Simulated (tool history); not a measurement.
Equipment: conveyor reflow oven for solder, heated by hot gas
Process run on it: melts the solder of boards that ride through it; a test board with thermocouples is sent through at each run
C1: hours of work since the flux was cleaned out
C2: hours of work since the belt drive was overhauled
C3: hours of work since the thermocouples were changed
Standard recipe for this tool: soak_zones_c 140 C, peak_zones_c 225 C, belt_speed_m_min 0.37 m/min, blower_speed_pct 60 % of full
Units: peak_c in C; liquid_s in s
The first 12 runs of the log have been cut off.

run 13 day=35.167 | soak_zones_c=133 peak_zones_c=225 belt_speed_m_min=0.37 blower_speed_pct=60 | C1=108 C2=451 C3=895 | peak_c=195.9 liquid_s=35.4
run 14 day=36.983 | soak_zones_c=133 peak_zones_c=225 belt_speed_m_min=0.37 blower_speed_pct=60 | C1=130 C2=473 C3=917 | peak_c=195.3 liquid_s=34.4
run 15 day=38.75 | soak_zones_c=133 peak_zones_c=225 belt_speed_m_min=0.37 blower_speed_pct=60 | C1=151 C2=495 C3=939 | peak_c=195.4 liquid_s=35.2
run 16 day=40.3 | soak_zones_c=140 peak_zones_c=225 belt_speed_m_min=0.37 blower_speed_pct=60 | C1=170 C2=513 C3=957 | peak_c=196.8 liquid_s=41.2
run 17 day=43.179 | soak_zones_c=143 peak_zones_c=215 belt_speed_m_min=0.317 blower_speed_pct=60 | C1=205 C2=548 C3=992 | peak_c=195.4 liquid_s=48.4
-- day=43.712 flux residue cleaned out of gas plates and filters, once more
run 18 day=46.867 | soak_zones_c=153 peak_zones_c=233 belt_speed_m_min=0.439 blower_speed_pct=60 | C1=38 C2=591 C3=1035 | peak_c=207.5 liquid_s=55.3
run 19 day=49.775 | soak_zones_c=153 peak_zones_c=225 belt_speed_m_min=0.37 blower_speed_pct=60 | C1=74 C2=626 C3=1070 | peak_c=206.8 liquid_s=67.2
run 20 day=52.783 | soak_zones_c=130 peak_zones_c=225 belt_speed_m_min=0.314 blower_speed_pct=62 | C1=110 C2=662 C3=1106 | peak_c=206.5 liquid_s=67.5
run 21 day=55.883 | soak_zones_c=130 peak_zones_c=225 belt_speed_m_min=0.314 blower_speed_pct=62 | C1=148 C2=700 C3=1144 | peak_c=206.9 liquid_s=67.8
run 22 day=59.042 | soak_zones_c=130 peak_zones_c=225 belt_speed_m_min=0.314 blower_speed_pct=62 | C1=186 C2=738 C3=1182 | peak_c=206 liquid_s=66.1
run 23 day=62.562 | soak_zones_c=130 peak_zones_c=225 belt_speed_m_min=0.314 blower_speed_pct=62 | C1=229 C2=781 C3=1225 | peak_c=206.1 liquid_s=66.2
run 24 day=65.579 | soak_zones_c=125 peak_zones_c=226 belt_speed_m_min=0.306 blower_speed_pct=61 | C1=266 C2=818 C3=1262 | peak_c=205.7 liquid_s=65.8
run 25 day=67.658 | soak_zones_c=125 peak_zones_c=216 belt_speed_m_min=0.32 blower_speed_pct=72 | C1=291 C2=843 C3=1287 | peak_c=198 liquid_s=48.5
run 26 day=69.529 | soak_zones_c=125 peak_zones_c=239 belt_speed_m_min=0.386 blower_speed_pct=72 | C1=314 C2=866 C3=1310 | peak_c=209.2 liquid_s=56.3
run 27 day=72.212 | soak_zones_c=137 peak_zones_c=214 belt_speed_m_min=0.386 blower_speed_pct=76 | C1=346 C2=898 C3=1342 | peak_c=192.7 liquid_s=33.3
run 28 day=74.662 | soak_zones_c=148 peak_zones_c=225 belt_speed_m_min=0.37 blower_speed_pct=57 | C1=376 C2=928 C3=1372 | peak_c=201.8 liquid_s=55.4
run 29 day=76.183 | soak_zones_c=148 peak_zones_c=236 belt_speed_m_min=0.365 blower_speed_pct=85 | C1=394 C2=946 C3=1391 | peak_c=215.9 liquid_s=78.7
-- day=77.162 flux residue cleaned out of gas plates and filters
run 30 day=79.358 | soak_zones_c=148 peak_zones_c=236 belt_speed_m_min=0.365 blower_speed_pct=85 | C1=27 C2=983 C3=1427 | peak_c=219.2 liquid_s=82.7
run 31 day=81.579 | soak_zones_c=126 peak_zones_c=236 belt_speed_m_min=0.365 blower_speed_pct=85 | C1=54 C2=1009 C3=1454 | peak_c=215.1 liquid_s=68.4

Below are 3 alternative next runs, each starting from the tool's condition after run 31. Predict each:
-- day=83.692 thermocouples of zones 6 and 7 changed
run A day=84.221 | soak_zones_c=155 peak_zones_c=239 belt_speed_m_min=0.365 blower_speed_pct=54 | C1=85 C2=1041 C3=6 | peak_c=? liquid_s=?
-- day=83.692 thermocouples of zones 6 and 7 changed
run B day=84.221 | soak_zones_c=126 peak_zones_c=224 belt_speed_m_min=0.365 blower_speed_pct=69 | C1=85 C2=1041 C3=6 | peak_c=? liquid_s=?
-- day=83.692 thermocouples of zones 6 and 7 changed
run C day=84.221 | soak_zones_c=141 peak_zones_c=216 belt_speed_m_min=0.37 blower_speed_pct=79 | C1=85 C2=1041 C3=6 | peak_c=? liquid_s=?

run=A peak_c=217.9 liquid_s=83.3
run=B peak_c=202.6 liquid_s=50.4
run=C peak_c=200.3 liquid_s=52.8
Had the tool no hidden state, the same runs would have come out as:
run=A peak_c=218.5 liquid_s=82.3
run=B peak_c=203.5 liquid_s=50.9
run=C peak_c=201.2 liquid_s=53.4
